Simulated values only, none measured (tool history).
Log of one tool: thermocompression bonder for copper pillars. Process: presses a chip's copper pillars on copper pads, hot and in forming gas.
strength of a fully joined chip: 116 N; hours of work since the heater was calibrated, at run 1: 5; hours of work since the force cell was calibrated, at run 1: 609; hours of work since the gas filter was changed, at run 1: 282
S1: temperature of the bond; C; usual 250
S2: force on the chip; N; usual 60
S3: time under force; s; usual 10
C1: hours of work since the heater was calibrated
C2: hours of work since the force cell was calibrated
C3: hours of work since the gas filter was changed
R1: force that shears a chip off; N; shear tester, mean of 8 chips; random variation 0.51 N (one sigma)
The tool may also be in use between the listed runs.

run 1 hour=0 | S1=250 S2=60 S3=10 | C1=5 C2=609 C3=282 | R1=52.6
run 2 hour=24.3 | S1=250 S2=60 S3=10 | C1=22 C2=626 C3=299 | R1=52.4
run 3 hour=39.4 | S1=250 S2=60 S3=14 | C1=33 C2=636 C3=310 | R1=58.7
run 4 hour=65.7 | S1=250 S2=60 S3=14 | C1=51 C2=655 C3=329 | R1=58.8
run 5 hour=79.6 | S1=250 S2=60 S3=14 | C1=61 C2=665 C3=338 | R1=58.4
run 6 hour=102.7 | S1=250 S2=60 S3=14 | C1=77 C2=681 C3=355 | R1=58.1
run 7 hour=129.3 | S1=250 S2=60 S3=10 | C1=96 C2=700 C3=373 | R1=52.1
run 8 hour=147.3 | S1=250 S2=60 S3=10 | C1=109 C2=712 C3=386 | R1=51.8
-- hour=156.2 forming gas filter changed
run 9 hour=170.9 | S1=250 S2=60 S3=10 | C1=125 C2=729 C3=10 | R1=53.5
run 10 hour=198.7 | S1=241 S2=60 S3=10 | C1=145 C2=748 C3=30 | R1=47.3
run 11 hour=219.8 | S1=241 S2=60 S3=10 | C1=159 C2=763 C3=45 | R1=46.9
run 12 hour=240.1 | S1=241 S2=60 S3=10 | C1=174 C2=777 C3=59 | R1=47.1
run 13 hour=259.4 | S1=250 S2=60 S3=10 | C1=187 C2=791 C3=73 | R1=53
run 14 hour=277.2 | S1=250 S2=60 S3=10 | C1=200 C2=804 C3=85 | R1=52.7
run 15 hour=305.2 | S1=250 S2=60 S3=10 | C1=220 C2=823 C3=105 | R1=53.8
run 16 hour=327.4 | S1=250 S2=60 S3=10 | C1=235 C2=839 C3=121 | R1=53.1
run 17 hour=349.7 | S1=250 S2=60 S3=10 | C1=251 C2=855 C3=136 | R1=53.1
run 18 hour=361.7 | S1=250 S2=60 S3=10 | C1=259 C2=863 C3=145 | R1=52.8
run 19 hour=376.1 | S1=250 S2=60 S3=10 | C1=270 C2=873 C3=155 | R1=53.2
run 20 hour=390 | S1=250 S2=60 S3=10 | C1=279 C2=883 C3=165 | R1=52.6
run 21 hour=403.5 | S1=250 S2=60 S3=10 | C1=289 C2=893 C3=174 | R1=52.8
run 22 hour=421.2 | S1=233 S2=74 S3=11 | C1=301 C2=905 C3=187 | R1=55.8
run 23 hour=441.6 | S1=233 S2=74 S3=11 | C1=316 C2=919 C3=201 | R1=55.2
run 24 hour=463 | S1=252 S2=67 S3=6 | C1=331 C2=935 C3=216 | R1=50
run 25 hour=479.8 | S1=252 S2=67 S3=6 | C1=343 C2=946 C3=228 | R1=51.3
run 26 hour=500.1 | S1=271 S2=75 S3=13 | C1=357 C2=961 C3=242 | R1=82
run 27 hour=515.6 | S1=271 S2=60 S3=28 | C1=368 C2=972 C3=253 | R1=85.9
run 28 hour=539.2 | S1=250 S2=79 S3=16 | C1=385 C2=988 C3=270 | R1=78.3
run 29 hour=567.6 | S1=230 S2=44 S3=5 | C1=405 C2=1008 C3=290 | R1=22.2
run 30 hour=589.3 | S1=221 S2=85 S3=6 | C1=420 C2=1024 C3=305 | R1=44.1
run 31 hour=604.2 | S1=221 S2=85 S3=6 | C1=430 C2=1034 C3=316 | R1=44.5
run 32 hour=631.5 | S1=221 S2=85 S3=6 | C1=450 C2=1053 C3=335 | R1=43.4
run 33 hour=643.6 | S1=238 S2=59 S3=22 | C1=458 C2=1062 C3=343 | R1=60.8
run 34 hour=658 | S1=249 S2=59 S3=22 | C1=468 C2=1072 C3=354 | R1=66.9
run 35 hour=670.6 | S1=257 S2=37 S3=8 | C1=477 C2=1081 C3=363 | R1=30.7
run 36 hour=686.6 | S1=250 S2=53 S3=10 | C1=488 C2=1092 C3=374 | R1=46.8
run 37 hour=700.2 | S1=237 S2=64 S3=10 | C1=498 C2=1102 C3=383 | R1=48.2
-- hour=711.9 forming gas filter changed
run 38 hour=721.5 | S1=264 S2=60 S3=23 | C1=513 C2=1116 C3=7 | R1=78.2
run 39 hour=747.2 | S1=227 S2=84 S3=10 | C1=531 C2=1134 C3=25 | R1=57.1

4 ways to go on from here, each from the tool as it stands after run 39. What would each give?
run A hour=766.8 | S1=235 S2=84 S3=10 | C1=545 C2=1148 C3=39 | R1=?
run B hour=766.8 | S1=249 S2=58 S3=10 | C1=545 C2=1148 C3=39 | R1=?
run C hour=766.8 | S1=240 S2=60 S3=10 | C1=545 C2=1148 C3=39 | R1=?
run D hour=766.8 | S1=243 S2=84 S3=10 | C1=545 C2=1148 C3=39 | R1=?

run=A R1=61.9
run=B R1=50.3
run=C R1=47.3
run=D R1=68.1
Without the tool's hidden state the same runs would have given:
run=A R1=61.7
run=B R1=50.1
run=C R1=47.2
run=D R1=67.9

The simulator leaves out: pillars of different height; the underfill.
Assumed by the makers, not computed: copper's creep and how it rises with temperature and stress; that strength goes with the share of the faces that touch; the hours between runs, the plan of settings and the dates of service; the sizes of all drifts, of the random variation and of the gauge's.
